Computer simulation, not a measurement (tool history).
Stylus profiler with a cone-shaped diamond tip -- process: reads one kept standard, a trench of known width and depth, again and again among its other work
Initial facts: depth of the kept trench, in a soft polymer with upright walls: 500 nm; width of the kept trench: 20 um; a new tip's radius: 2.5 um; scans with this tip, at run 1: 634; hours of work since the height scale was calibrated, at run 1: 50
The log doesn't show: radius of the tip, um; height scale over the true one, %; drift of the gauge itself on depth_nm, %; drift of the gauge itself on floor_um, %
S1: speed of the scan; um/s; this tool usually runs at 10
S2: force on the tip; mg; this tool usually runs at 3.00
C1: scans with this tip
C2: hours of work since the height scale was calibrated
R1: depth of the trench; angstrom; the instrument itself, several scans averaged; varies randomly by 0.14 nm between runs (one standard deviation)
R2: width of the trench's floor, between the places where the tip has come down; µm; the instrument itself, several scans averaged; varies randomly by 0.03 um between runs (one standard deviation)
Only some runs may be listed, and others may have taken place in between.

Run 1, hour 0.0: usual settings; C1 634; C2 50. Result: R1 5071.6 angstrom, R2 16.92 µm.
Run 2, hour 18.7: usual settings; C1 776; C2 61. Result: R1 5072.2 angstrom, R2 17.00 µm.
Run 3, hour 28.6: usual settings; C1 852; C2 67. Result: R1 5073.2 angstrom, R2 16.93 µm.
Run 4, hour 46.7: usual settings; C1 989; C2 78. Result: R1 5075.3 angstrom, R2 16.94 µm.
Run 5, hour 65.3: usual settings but S1 5 um/s; C1 1131; C2 89. Result: R1 5073.3 angstrom, R2 16.98 µm.
Run 6, hour 80.1: usual settings but S1 5 um/s, S2 2.27 mg; C1 1243; C2 98. Result: R1 5060.5 angstrom, R2 16.98 µm.
Run 7, hour 93.8: usual settings; C1 1348; C2 106. Result: R1 5071.7 angstrom, R2 16.96 µm.
Run 8, hour 103.8: usual settings; C1 1423; C2 112. Result: R1 5072.9 angstrom, R2 16.96 µm.
Run 9, hour 119.2: usual settings but S2 7.79 mg; C1 1540; C2 121. Result: R1 5140.9 angstrom, R2 16.94 µm.
Run 10, hour 132.0: usual settings but S1 4 um/s, S2 7.79 mg; C1 1638; C2 129. Result: R1 5137.4 angstrom, R2 16.93 µm.
Run 11, hour 144.0: usual settings but S1 4 um/s, S2 7.79 mg; C1 1729; C2 136. Result: R1 5137.6 angstrom, R2 17.03 µm.
Run 12, hour 155.5: usual settings but S1 14 um/s, S2 3.47 mg; C1 1816; C2 143. Result: R1 5081.1 angstrom, R2 16.95 µm.
Run 13, hour 164.2: usual settings but S1 6 um/s, S2 1.28 mg; C1 1882; C2 148. Result: R1 5039.4 angstrom, R2 16.93 µm.
Run 14, hour 176.3: usual settings but S1 32 um/s, S2 6.90 mg; C1 1974; C2 156. Result: R1 5127.4 angstrom, R2 16.86 µm.
At hour 178.6: height scale calibrated on a step standard.
Run 15, hour 188.3: usual settings but S1 3 um/s, S2 5.68 mg; C1 2062; C2 6. Result: R1 5110.8 angstrom, R2 16.98 µm.
Run 16, hour 202.2: usual settings but S1 7 um/s, S2 3.83 mg; C1 2167; C2 14. Result: R1 5084.2 angstrom, R2 16.90 µm.
Run 17, hour 215.2: usual settings but S1 3 um/s, S2 1.50 mg; C1 2266; C2 22. Result: R1 5044.4 angstrom, R2 16.96 µm.
Run 18, hour 226.2: usual settings but S2 6.83 mg; C1 2350; C2 29. Result: R1 5125.3 angstrom, R2 16.89 µm.
Run 19, hour 242.2: usual settings but S1 7 um/s, S2 1.08 mg; C1 2472; C2 38. Result: R1 5032.7 angstrom, R2 16.93 µm.
At hour 251.6: height scale calibrated on a step standard, once more.
Run 20, hour 251.6: usual settings but S1 14 um/s, S2 8.96 mg; C1 2539; C2 0. Result: R1 5155.6 angstrom, R2 16.91 µm.
Run 21, hour 269.1: usual settings but S1 5 um/s, S2 6.44 mg; C1 2672; C2 10. Result: R1 5124.8 angstrom, R2 16.93 µm.

Forecast each of these 3 alternatives for the next run:
Run A, hour 286.5: usual settings but S1 8 um/s, S2 6.47 mg; C1 2804; C2 21. Result: R1 ?, R2 ?.
Run B, hour 286.5: usual settings but S1 16 um/s, S2 1.55 mg; C1 2804; C2 21. Result: R1 ?, R2 ?.
Run C, hour 286.5: usual settings but S1 5 um/s, S2 1.03 mg; C1 2804; C2 21. Result: R1 ?, R2 ?.

run      R1     R2
  A  5124.8  16.90
  B  5048.0  16.88
  C  5035.4  16.92
Without the tool's unlogged condition, the same runs would have read:
run      R1     R2
  A  5124.8  16.98
  B  5048.0  16.96
  C  5035.4  17.00
